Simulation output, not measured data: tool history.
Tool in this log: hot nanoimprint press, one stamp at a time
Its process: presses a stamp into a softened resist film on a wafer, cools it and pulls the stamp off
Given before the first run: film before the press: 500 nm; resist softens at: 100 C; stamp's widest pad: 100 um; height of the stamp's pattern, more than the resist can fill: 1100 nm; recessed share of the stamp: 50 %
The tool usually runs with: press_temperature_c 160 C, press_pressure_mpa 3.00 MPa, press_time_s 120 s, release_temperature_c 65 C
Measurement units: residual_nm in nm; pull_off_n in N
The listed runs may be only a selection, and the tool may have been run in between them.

| run | hour | press_temperature_c | press_pressure_mpa | press_time_s | release_temperature_c | residual_nm | pull_off_n |
|---|---|---|---|---|---|---|---|
| 1 | 0.0 | 160 | 3.00 | 120 | 65 | 257.9 | 224 |
| 2 | 16.0 | 160 | 3.00 | 120 | 65 | 257.9 | 225 |
| 3 | 37.2 | 160 | 3.00 | 120 | 65 | 258.4 | 224 |
| 4 | 62.3 | 160 | 3.00 | 120 | 65 | 258.3 | 227 |
| 5 | 81.0 | 160 | 3.00 | 120 | 65 | 259.0 | 240 |
| 6 | 106.0 | 160 | 3.00 | 120 | 65 | 259.1 | 243 |
| 7 | 128.9 | 160 | 3.00 | 120 | 65 | 259.0 | 249 |
| 8 | 143.5 | 160 | 3.00 | 120 | 65 | 259.3 | 250 |
| 9 | 168.5 | 160 | 3.00 | 120 | 65 | 259.9 | 262 |
| 10 | 186.7 | 160 | 3.00 | 120 | 65 | 260.0 | 256 |
| 11 | 204.3 | 160 | 3.00 | 120 | 65 | 260.1 | 264 |
| 12 | 231.8 | 160 | 3.00 | 120 | 65 | 260.8 | 272 |
| 13 | 244.3 | 160 | 1.85 | 207 | 65 | 255.1 | 266 |
| 14 | 273.3 | 160 | 4.49 | 207 | 65 | 178.1 | 281 |
| 15 | 303.1 | 154 | 2.29 | 120 | 65 | 338.6 | 289 |
|  | 322.5 | stamp cleaned and given a new release coat |
| 16 | 327.1 | 160 | 4.55 | 120 | 65 | 223.0 | 203 |
| 17 | 344.0 | 152 | 4.10 | 120 | 68 | 303.5 | 186 |
| 18 | 374.7 | 172 | 4.10 | 120 | 70 | 154.2 | 190 |
| 19 | 387.5 | 172 | 4.10 | 217 | 69 | 117.4 | 201 |

Each row is a separate what-if for the run after 19, all from the same tool condition, not one after another. Results?
| A | 418.0 | 160 | 1.99 | 151 | 65 | ? | ? |
| B | 418.0 | 158 | 3.00 | 79 | 68 | ? | ? |
| C | 418.0 | 160 | 3.00 | 119 | 65 | ? | ? |
| D | 418.0 | 160 | 4.45 | 75 | 61 | ? | ? |
| E | 418.0 | 163 | 3.46 | 217 | 56 | ? | ? |

| run | residual_nm | pull_off_n |
|---|---|---|
| A | 280.0 | 209 |
| B | 319.4 | 202 |
| C | 263.4 | 209 |
| D | 270.0 | 220 |
| E | 176.2 | 226 |
Without the tool's hidden state the same runs would have given:
| run | residual_nm | pull_off_n |
|---|---|---|
| A | 275.2 | 189 |
| B | 313.8 | 183 |
| C | 258.0 | 189 |
| D | 263.4 | 200 |
| E | 171.6 | 205 |

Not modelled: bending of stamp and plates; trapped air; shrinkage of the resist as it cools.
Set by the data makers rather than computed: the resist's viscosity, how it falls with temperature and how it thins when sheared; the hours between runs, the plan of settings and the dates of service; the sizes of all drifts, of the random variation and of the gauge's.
